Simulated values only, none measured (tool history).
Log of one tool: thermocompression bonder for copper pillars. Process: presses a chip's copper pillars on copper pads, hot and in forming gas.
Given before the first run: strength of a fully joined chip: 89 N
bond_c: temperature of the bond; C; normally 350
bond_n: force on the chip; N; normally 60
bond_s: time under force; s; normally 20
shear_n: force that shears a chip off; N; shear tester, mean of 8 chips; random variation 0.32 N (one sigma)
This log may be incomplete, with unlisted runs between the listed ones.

run	day	bond_c	bond_n	bond_s	shear_n
1	0	350	60	20	60.1
2	0.604	350	60	11	50
3	1.388	350	60	11	49.8
4	2.15	350	60	20	59.5
5	2.829	350	60	20	59.3
6	3.533	350	60	20	58.5
7	4.038	350	60	20	59
8	4.738	350	60	20	58.8
9	5.25	350	60	20	58.2
10	5.883	350	60	20	58.4
11	6.662	350	60	20	58.6
12	7.017	350	60	20	58.3
13	7.7	350	60	20	57.8
14	8.092	350	60	20	57.9
15	8.633	350	60	20	58.1
16	9.046	350	60	51	71.1
17	9.725	350	60	51	70.7
18	10.283	350	60	54	72.1
19	11.029	350	60	20	57.5
20	11.354	350	60	20	57.3
21	11.829	363	60	45	72.7
22	12.246	350	75	10	52.8
23	13.008	350	75	10	52.6
24	13.7	361	45	33	60.7
# day 13.838: force cell calibrated
25	14.133	321	38	11	27.8
26	14.854	321	38	11	27.5
27	15.283	355	40	59	64.8
28	15.983	362	60	20	61.4
29	16.683	377	60	24	68.7
# day 17: heater calibrated with a thermocouple chip
# day 17.129: force cell calibrated, once more
30	17.467	377	60	24	69.7
31	17.975	377	60	24	69.7
32	18.421	377	49	30	67.7
# day 18.667: forming gas filter changed
33	19.012	328	58	50	68
34	19.704	328	58	50	67.8
35	20.258	355	60	20	64.9
36	20.883	355	60	20	64.2
37	21.521	355	60	20	64.4
38	22.271	350	81	20	70.6
39	22.883	350	81	20	70.1

For some of the steps in shear_n from one run to the next: how much would appear even if the tool had no hidden state, given the settings, what came in and random variation, and how much remains for the hidden state plus any gauge scatter that the measured result and the result without hidden state don't share?
Hidden state present: true temperature of the bond over the reading, C; force that reaches the chip, % of what is set; oxide that the forming gas leaves, % of the face; drift of the gauge itself on shear_n, %.
Run 21 -> 22: bond_c 363 -> 350, bond_n 60 -> 75, bond_s 45 -> 10. shear_n -19.9 N: hidden state +0.6, all else -20.5.
Run 24 -> 25: bond_c 361 -> 321, bond_n 45 -> 38, bond_s 33 -> 11, force cell calibrated. shear_n -32.9 N: hidden state +2.7, all else -35.6.
Run 26 -> 27: bond_c 321 -> 355, bond_n 38 -> 40, bond_s 11 -> 59. shear_n +37.3 N: hidden state -2.8, all else +40.1.
Run 32 -> 33: bond_c 377 -> 328, bond_n 49 -> 58, bond_s 30 -> 50, forming gas filter changed. shear_n +0.3 N: hidden state +5.2, all else -4.9.
